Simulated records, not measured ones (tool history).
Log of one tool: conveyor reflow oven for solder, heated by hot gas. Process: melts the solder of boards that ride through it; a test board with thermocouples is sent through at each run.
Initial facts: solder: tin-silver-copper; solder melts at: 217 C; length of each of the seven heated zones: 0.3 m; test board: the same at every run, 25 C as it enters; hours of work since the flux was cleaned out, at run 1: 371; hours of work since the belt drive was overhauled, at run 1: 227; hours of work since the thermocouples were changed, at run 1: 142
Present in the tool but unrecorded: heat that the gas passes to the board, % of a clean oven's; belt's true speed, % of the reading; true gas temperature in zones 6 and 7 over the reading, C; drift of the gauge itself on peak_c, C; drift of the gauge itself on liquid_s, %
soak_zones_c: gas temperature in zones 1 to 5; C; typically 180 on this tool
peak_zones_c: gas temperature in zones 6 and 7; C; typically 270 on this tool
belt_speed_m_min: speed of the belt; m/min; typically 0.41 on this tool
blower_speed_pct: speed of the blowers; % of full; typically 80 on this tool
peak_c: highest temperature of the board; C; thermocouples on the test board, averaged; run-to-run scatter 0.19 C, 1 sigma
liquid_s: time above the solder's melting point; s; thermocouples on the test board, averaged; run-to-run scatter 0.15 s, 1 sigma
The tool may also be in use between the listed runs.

run	hour	soak_zones_c	peak_zones_c	belt_speed_m_min	blower_speed_pct	hours of work since the flux was cleaned out	hours of work since the belt drive was overhauled	hours of work since the thermocouples were changed	peak_c	liquid_s
1	0	180	270	0.41	80	371	227	142	260.9	76
2	9.8	180	270	0.41	80	375	231	146	260.8	76.2
3	28.2	180	270	0.418	80	383	238	153	260.6	74.2
4	41.5	180	270	0.418	82	389	244	159	260.5	74.3
5	53	180	270	0.418	83	393	248	163	260.9	74.7
# hour 74.6: flux residue cleaned out of gas plates and filters
6	74.6	180	270	0.41	80	0	255	170	262.3	77.4
7	93.2	180	270	0.41	84	8	263	178	263.1	77.5
8	102.9	180	270	0.41	76	12	267	182	262.3	77
9	113.7	180	270	0.41	76	16	271	186	262.1	76.8
10	121.9	180	270	0.41	76	20	275	190	261.7	76.8
11	136.6	180	270	0.41	76	26	281	196	261.8	76.8
12	154.7	180	270	0.41	80	33	288	203	262.6	77.3
13	169.3	180	270	0.41	80	39	294	209	262.4	77.4
14	187	180	281	0.41	80	46	302	217	272.8	82.1
15	206	180	270	0.41	80	54	310	224	262.6	77.5
16	217.9	180	270	0.338	80	59	314	229	265.9	97.1
17	237.6	180	270	0.338	80	67	323	237	265.6	96.9
18	252.5	187	270	0.424	80	73	329	244	262.7	77.3
19	269.1	180	270	0.474	80	80	336	250	259	64.3
20	278.2	166	270	0.41	89	84	339	254	262.6	72.8
21	295.9	166	270	0.41	89	91	347	262	262.7	72.9
22	304.7	166	270	0.41	89	95	350	265	262.3	72.9
23	319.7	172	267	0.41	66	101	356	271	256.1	69.7
24	333.7	172	267	0.364	66	107	362	277	259.2	81.8
25	342.3	174	276	0.376	74	110	366	281	268.7	85.3
26	352.5	174	276	0.376	74	115	370	285	268.6	85.5
27	367.8	192	276	0.455	54	121	376	291	261.4	72.7
28	383.2	180	270	0.41	64	127	383	298	259.5	75.2
29	402.6	174	270	0.452	80	135	391	306	259.6	65.8
30	417.8	187	277	0.49	61	142	397	312	260.9	65
31	434.8	187	277	0.49	61	149	404	319	260.7	64.8

Branching from run 31: 4 alternative next runs. What would each branch give?
A	445	187	262	0.407	52	153	408	323	?	?
B	445	177	277	0.49	78	153	408	323	?	?
C	445	168	270	0.41	60	153	408	323	?	?
D	445	187	265	0.416	62	153	408	323	?	?

run	peak_c	liquid_s
A	250.9	71.7
B	263.8	63.2
C	257	67.9
D	255.3	74.2
What these runs would have given with no unlogged condition in the tool:
run	peak_c	liquid_s
A	250.3	71.1
B	263.7	63
C	256.6	67.5
D	254.8	73.7

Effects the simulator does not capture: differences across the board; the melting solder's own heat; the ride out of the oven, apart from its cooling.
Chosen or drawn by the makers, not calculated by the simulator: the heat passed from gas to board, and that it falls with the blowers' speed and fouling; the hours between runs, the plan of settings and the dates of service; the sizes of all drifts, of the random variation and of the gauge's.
